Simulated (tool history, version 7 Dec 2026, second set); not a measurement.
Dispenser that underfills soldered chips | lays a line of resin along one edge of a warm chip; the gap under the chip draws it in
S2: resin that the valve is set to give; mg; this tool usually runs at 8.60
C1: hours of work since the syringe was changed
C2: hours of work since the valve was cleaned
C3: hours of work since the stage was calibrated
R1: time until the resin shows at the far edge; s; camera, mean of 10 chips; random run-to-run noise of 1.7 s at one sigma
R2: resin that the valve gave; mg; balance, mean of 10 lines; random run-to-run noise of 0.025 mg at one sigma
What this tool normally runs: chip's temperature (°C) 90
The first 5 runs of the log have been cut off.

run 6 hour=18.2 | chip's_temperature_(°C)=90 S2=7.68 | C1=6 C2=14 C3=122 | R1=220.0 R2=7.61
-- hour=20.1 new syringe of resin
run 7 hour=22.4 | chip's_temperature_(°C)=80 S2=7.68 | C1=1 C2=16 C3=125 | R1=247.0 R2=7.59
run 8 hour=26.5 | chip's_temperature_(°C)=90 S2=8.60 | C1=4 C2=19 C3=128 | R1=193.8 R2=8.50
run 9 hour=29.7 | chip's_temperature_(°C)=90 S2=8.60 | C1=6 C2=21 C3=130 | R1=207.9 R2=8.47
-- hour=31.3 new syringe of resin
run 10 hour=33.6 | chip's_temperature_(°C)=90 S2=8.60 | C1=1 C2=23 C3=132 | R1=179.2 R2=8.48
run 11 hour=38.1 | chip's_temperature_(°C)=90 S2=8.60 | C1=4 C2=26 C3=135 | R1=195.6 R2=8.45
run 12 hour=41.1 | chip's_temperature_(°C)=90 S2=8.60 | C1=6 C2=28 C3=137 | R1=213.3 R2=8.47
-- hour=42.8 new syringe of resin
run 13 hour=43.4 | chip's_temperature_(°C)=90 S2=9.85 | C1=0 C2=30 C3=138 | R1=170.9 R2=9.64
run 14 hour=48.3 | chip's_temperature_(°C)=90 S2=9.85 | C1=4 C2=33 C3=142 | R1=188.5 R2=9.63
run 15 hour=52.7 | chip's_temperature_(°C)=90 S2=9.85 | C1=7 C2=36 C3=145 | R1=211.6 R2=9.60
-- hour=54.2 new syringe of resin
run 16 hour=55.4 | chip's_temperature_(°C)=90 S2=9.85 | C1=1 C2=37 C3=146 | R1=171.2 R2=9.58
run 17 hour=59.5 | chip's_temperature_(°C)=90 S2=9.85 | C1=4 C2=40 C3=149 | R1=189.4 R2=9.55
run 18 hour=63.3 | chip's_temperature_(°C)=102 S2=8.60 | C1=6 C2=43 C3=151 | R1=144.2 R2=8.36
-- hour=65.4 new syringe of resin
run 19 hour=67.3 | chip's_temperature_(°C)=80 S2=7.51 | C1=1 C2=45 C3=154 | R1=256.9 R2=7.30
run 20 hour=72.0 | chip's_temperature_(°C)=86 S2=7.70 | C1=4 C2=48 C3=157 | R1=226.5 R2=7.47
-- hour=76.7 new syringe of resin
run 21 hour=77.1 | chip's_temperature_(°C)=90 S2=10.78 | C1=0 C2=51 C3=160 | R1=165.3 R2=10.40
run 22 hour=79.8 | chip's_temperature_(°C)=90 S2=10.78 | C1=2 C2=53 C3=162 | R1=174.5 R2=10.37
run 23 hour=82.3 | chip's_temperature_(°C)=90 S2=10.78 | C1=4 C2=55 C3=164 | R1=183.9 R2=10.41
run 24 hour=85.4 | chip's_temperature_(°C)=90 S2=7.60 | C1=6 C2=57 C3=166 | R1=213.2 R2=7.27
-- hour=88.0 new syringe of resin
run 25 hour=90.3 | chip's_temperature_(°C)=77 S2=9.19 | C1=2 C2=60 C3=169 | R1=271.3 R2=8.81
run 26 hour=92.8 | chip's_temperature_(°C)=81 S2=7.54 | C1=3 C2=61 C3=170 | R1=263.4 R2=7.22
run 27 hour=96.5 | chip's_temperature_(°C)=90 S2=8.09 | C1=6 C2=64 C3=173 | R1=209.8 R2=7.71
-- hour=99.2 new syringe of resin
run 28 hour=99.8 | chip's_temperature_(°C)=90 S2=8.09 | C1=0 C2=66 C3=175 | R1=178.0 R2=7.72
run 29 hour=104.8 | chip's_temperature_(°C)=90 S2=8.09 | C1=4 C2=69 C3=178 | R1=200.9 R2=7.70

Run 30 is up next; what results do you expect?
run 30 hour=106.9 | chip's_temperature_(°C)=95 S2=9.85 | C1=5 C2=71 C3=179 | R1=? R2=?

R1: 167.3 s
R2: 9.39 mg
If the tool had no hidden condition, the same run with the same run-to-run variation would have returned R1 136.0 s, R2 9.85 mg.
